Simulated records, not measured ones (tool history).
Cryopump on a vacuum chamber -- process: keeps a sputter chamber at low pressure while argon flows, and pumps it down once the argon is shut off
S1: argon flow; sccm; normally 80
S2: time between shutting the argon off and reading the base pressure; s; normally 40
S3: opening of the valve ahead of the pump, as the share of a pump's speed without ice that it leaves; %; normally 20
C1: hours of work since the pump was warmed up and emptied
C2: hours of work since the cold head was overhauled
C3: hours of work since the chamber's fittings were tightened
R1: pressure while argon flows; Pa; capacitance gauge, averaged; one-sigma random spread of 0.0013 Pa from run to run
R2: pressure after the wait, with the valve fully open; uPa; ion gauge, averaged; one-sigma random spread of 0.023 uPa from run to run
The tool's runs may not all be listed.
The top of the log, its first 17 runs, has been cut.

run,hour,S1,S2,S3,C1,C2,C3,R1,R2
# hour 1591.9: pump warmed up, emptied and cooled again
18,1594.1,127,23,20,1,1782,1094,0.4756,1.4
19,1713.1,127,23,20,73,1853,1166,0.475,1.36
20,1786.8,89,41,20,117,1898,1210,0.3359,0.96
21,1920.8,89,41,20,197,1978,1290,0.3378,0.99
22,2049.4,96,259,20,274,2055,1367,0.3656,0.57
23,2104.6,87,23,37,308,2088,1401,0.1829,1.47
24,2229.6,87,23,37,383,2163,1476,0.1856,1.51
25,2291,87,23,37,419,2200,1512,0.1861,1.58
26,2375.1,87,120,37,470,2251,1563,0.1893,0.76
27,2436.4,145,36,29,507,2287,1600,0.3957,1.22
28,2542.9,62,23,26,571,2351,1664,0.1898,1.68
29,2606.5,80,173,33,609,2389,1702,0.1948,0.76
30,2697,80,173,33,663,2444,1756,0.1981,0.85
31,2759.5,140,37,20,700,2481,1793,0.5571,1.31
32,2829.4,140,37,20,742,2523,1835,0.5588,1.37
33,2930.7,140,37,20,803,2584,1896,0.5628,1.39
34,3047.4,140,37,20,873,2654,1966,0.5704,1.42

Forecast each of these 3 alternatives for the next run:
# hour 3084.4: pump warmed up, emptied and cooled again
A,3185.9,57,37,27,61,2734,2046,?,?
# hour 3084.4: pump warmed up, emptied and cooled again
B,3185.9,58,223,45,61,2734,2046,?,?
# hour 3084.4: pump warmed up, emptied and cooled again
C,3185.9,124,290,50,61,2734,2046,?,?

run,R1,R2
A,0.1597,1.21
B,0.0985,0.71
C,0.1878,0.65
Take away the tool's hidden state, keep each run's random variation, and the runs would have read:
run,R1,R2
A,0.1578,0.73
B,0.0966,0.24
C,0.1837,0.18
